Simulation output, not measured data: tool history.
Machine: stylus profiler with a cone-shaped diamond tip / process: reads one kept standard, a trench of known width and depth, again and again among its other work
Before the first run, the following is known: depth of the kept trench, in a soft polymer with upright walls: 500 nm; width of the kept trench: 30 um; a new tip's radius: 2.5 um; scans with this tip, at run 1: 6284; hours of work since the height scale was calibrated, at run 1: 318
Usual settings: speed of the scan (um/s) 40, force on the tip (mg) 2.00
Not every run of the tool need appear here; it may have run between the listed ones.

run	hour	speed of the scan (um/s)	force on the tip (mg)	scans with this tip	hours of work since the height scale was calibrated	depth of the trench (angstrom)	width of the trench's floor (nm)
1	0.0	40	2.00	6284	318	5071.1	25710
2	35.0	40	2.00	6416	344	5069.9	25650
3	61.7	40	1.54	6517	363	5057.7	25630
4	110.2	40	2.00	6700	399	5069.8	25630
5	145.6	40	2.00	6834	425	5069.3	25530
6	178.6	40	2.00	6959	449	5069.3	25540
7	227.2	40	2.00	7142	485	5069.3	25480
8	282.8	40	2.00	7353	525	5068.6	25500
9	320.9	16	2.00	7497	553	5068.8	25620
10	360.2	16	2.00	7645	582	5068.5	25530
11	394.6	16	2.00	7775	607	5068.4	25590
12	428.0	27	2.00	7902	632	5068.0	25450
13	453.7	27	2.00	7999	651	5068.1	25430
14	500.1	25	2.00	8174	685	5068.0	25540
15	534.8	25	2.00	8305	710	5067.8	25440
16	574.0	40	2.00	8453	739	5067.1	25300
17	614.9	40	2.00	8608	769	5066.7	25310
18	669.2	40	2.00	8813	809	5066.9	25260
19	694.1	40	2.00	8907	827	5066.2	25230
# hour 714.7: height scale calibrated on a step standard
20	749.5	40	2.00	9115	26	5071.6	25190
21	785.5	40	2.00	9251	52	5071.5	25230
22	813.5	101	2.00	9357	72	5070.8	24920
23	861.0	40	1.02	9536	107	5045.0	25050
24	903.8	118	2.01	9698	139	5070.4	24740
25	951.2	118	2.01	9877	173	5070.8	24760
26	1009.8	42	3.01	10099	216	5092.0	25120
27	1061.4	54	0.94	10294	254	5041.5	24830
28	1107.9	54	0.68	10470	288	5032.7	24750
29	1151.2	105	2.90	10633	320	5089.7	24790
30	1175.4	105	2.90	10725	338	5089.8	24780
31	1231.7	35	0.99	10938	379	5041.9	24950
32	1286.9	40	1.36	11146	420	5052.4	24880
33	1331.3	40	1.36	11314	452	5052.0	24850
34	1373.1	16	3.73	11472	483	5105.6	25100
35	1408.0	16	3.73	11604	508	5104.7	25020
36	1464.9	16	3.73	11819	550	5105.3	25020
37	1508.6	16	3.73	11984	582	5104.8	24960
38	1565.3	16	3.73	12198	624	5104.4	24950
39	1621.7	58	1.08	12412	665	5042.4	24490
40	1654.7	58	1.08	12536	689	5042.3	24600
41	1705.6	58	1.08	12729	727	5042.2	24550
42	1730.1	68	2.22	12822	745	5072.4	24610
43	1771.1	68	2.22	12976	775	5071.3	24560
44	1810.0	68	2.22	13124	803	5071.7	24540
# hour 1865.9: height scale calibrated on a step standard
45	1866.9	22	2.57	13337	1	5083.9	24720

Pick out some run-to-run changes in depth of the trench (angstrom). Of each, how much would a tool without hidden state show as well, from the settings, what came in and chance, and how much is left for the hidden state and any gauge scatter not in both results compared?
Hidden state at play: radius of the tip, um; height scale over the true one, %; drift of the gauge itself on depth_nm, %; drift of the gauge itself on floor_um, %.
Run 19 -> 20: height scale calibrated on a step standard. depth of the trench (angstrom) +5.4: hidden state +4.6, all else +0.8.
Run 28 -> 29: speed of the scan (um/s) 54 -> 105, force on the tip (mg) 0.68 -> 2.90. depth of the trench (angstrom) +57.0: hidden state -0.4, all else +57.4.
Run 33 -> 34: speed of the scan (um/s) 40 -> 16, force on the tip (mg) 1.36 -> 3.73. depth of the trench (angstrom) +53.6: hidden state -0.2, all else +53.8.
Run 38 -> 39: speed of the scan (um/s) 16 -> 58, force on the tip (mg) 3.73 -> 1.08. depth of the trench (angstrom) -62.0: hidden state -0.2, all else -61.8.
Run 44 -> 45: speed of the scan (um/s) 68 -> 22, force on the tip (mg) 2.22 -> 2.57, height scale calibrated on a step standard. depth of the trench (angstrom) +12.2: hidden state +4.5, all else +7.7.

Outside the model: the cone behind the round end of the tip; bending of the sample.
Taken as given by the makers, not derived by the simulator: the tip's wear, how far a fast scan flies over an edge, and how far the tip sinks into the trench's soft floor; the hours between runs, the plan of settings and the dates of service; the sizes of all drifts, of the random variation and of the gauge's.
